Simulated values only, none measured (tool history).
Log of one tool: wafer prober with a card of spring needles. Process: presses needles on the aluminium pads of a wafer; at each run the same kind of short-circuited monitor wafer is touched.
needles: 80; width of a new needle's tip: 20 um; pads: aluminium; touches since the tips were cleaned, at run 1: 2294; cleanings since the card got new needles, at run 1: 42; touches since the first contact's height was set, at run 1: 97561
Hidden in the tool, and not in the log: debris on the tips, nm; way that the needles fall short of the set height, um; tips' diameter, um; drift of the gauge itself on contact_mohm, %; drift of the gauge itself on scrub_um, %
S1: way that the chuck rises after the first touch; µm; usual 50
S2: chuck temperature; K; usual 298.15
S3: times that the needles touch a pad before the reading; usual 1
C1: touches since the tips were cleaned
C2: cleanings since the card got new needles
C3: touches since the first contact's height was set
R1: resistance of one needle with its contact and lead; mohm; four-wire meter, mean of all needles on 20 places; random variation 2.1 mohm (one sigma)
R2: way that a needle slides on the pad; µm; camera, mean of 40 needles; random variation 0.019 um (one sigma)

run	day	S1	S2	S3	C1	C2	C3	R1	R2
1	0	50	298.15	1	2294	42	97561	315	11.68
# day 0.254: tips cleaned on abrasive film
2	0.321	50	298.15	1	1115	43	102897	401	11.64
# day 0.662: tips cleaned on abrasive film
3	0.688	50	298.15	1	423	44	109043	267	11.65
# day 1.054: tips cleaned on abrasive film
4	1.225	48	298.15	1	2832	45	118046	338	11.13
# day 1.454: tips cleaned on abrasive film
5	1.517	50	298.15	1	1055	46	122950	280	11.6
# day 1.854: tips cleaned on abrasive film
6	1.912	50	384.15	1	955	47	129552	297	11.62
# day 1.967: tips cleaned on abrasive film, once more
7	2.346	50	307.15	1	6428	48	136829	363	11.61
# day 2.383: tips cleaned on abrasive film
# day 2.783: tips cleaned on abrasive film
8	3.008	50	298.15	1	3819	50	147887	341	11.57
# day 3.204: tips cleaned on abrasive film
9	3.467	49	298.15	1	4441	51	155596	360	11.32
# day 3.604: tips cleaned on abrasive film
# day 4.025: tips cleaned on abrasive film
10	4.121	50	298.15	1	1601	53	166532	284	11.58
# day 4.45: tips cleaned on abrasive film
11	4.45	50	298.15	1	0	54	172031	241	11.56
12	4.8	50	298.15	1	5945	54	177976	374	11.53
# day 4.862: tips cleaned on abrasive film
# day 5.258: tips cleaned on abrasive film
13	5.258	50	298.15	1	0	56	185535	249	11.5
# day 5.675: tips cleaned on abrasive film
14	5.8	50	298.15	1	2092	57	194667	321	11.52
# day 6.083: tips cleaned on abrasive film
15	6.458	44	312.15	2	6384	58	205765	351	10.08
# day 6.492: tips cleaned on abrasive film
# day 6.729: height of the first contact set anew
# day 6.896: tips cleaned on abrasive film
16	6.896	50	352.15	1	0	60	2748	258	11.76
# day 7.288: tips cleaned on abrasive film
17	7.371	50	392.15	1	1438	61	10707	300	11.78
# day 7.683: tips cleaned on abrasive film
18	7.946	40	362.15	1	4437	62	20358	420	9.42
# day 8.104: tips cleaned on abrasive film
# day 8.492: tips cleaned on abrasive film
19	8.554	55	302.15	2	1059	64	30512	258	12.93
# day 8.892: tips cleaned on abrasive film
20	9.171	55	302.15	2	4703	65	40896	296	12.93
# day 9.292: tips cleaned on abrasive film
# day 9.7: tips cleaned on abrasive film
21	9.796	39	298.15	1	1668	67	51343	356	9.15
# day 10.096: tips cleaned on abrasive film
22	10.367	39	298.15	1	4610	68	60909	445	9.13
# day 10.488: tips cleaned on abrasive film
# day 10.9: tips cleaned on abrasive film
23	11.017	39	298.15	1	1950	70	71748	342	9.08
# day 11.304: tips cleaned on abrasive film
24	11.396	59	308.15	1	1568	71	78139	285	13.84
# day 11.704: tips cleaned on abrasive film
25	12.008	52	397.15	1	5166	72	88403	369	12.15
# day 12.133: tips cleaned on abrasive film
26	12.408	52	334.15	3	4652	73	95078	284	12.13

Forecast each of these 4 alternatives for the next run:
# day 12.521: tips cleaned on abrasive film
A	12.808	52	347.15	3	4854	74	101799	?	?
# day 12.521: tips cleaned on abrasive film
B	12.808	44	320.15	1	4854	74	101799	?	?
# day 12.521: tips cleaned on abrasive film
C	12.808	50	298.15	2	4854	74	101799	?	?
# day 12.521: tips cleaned on abrasive film
D	12.808	40	334.15	3	4854	74	101799	?	?

run	R1	R2
A	286	12.1
B	406	10.25
C	318	11.63
D	316	9.27
Without the tool's hidden state the same runs would have given:
run	R1	R2
A	244	12.25
B	244	10.41
C	238	11.78
D	247	9.42
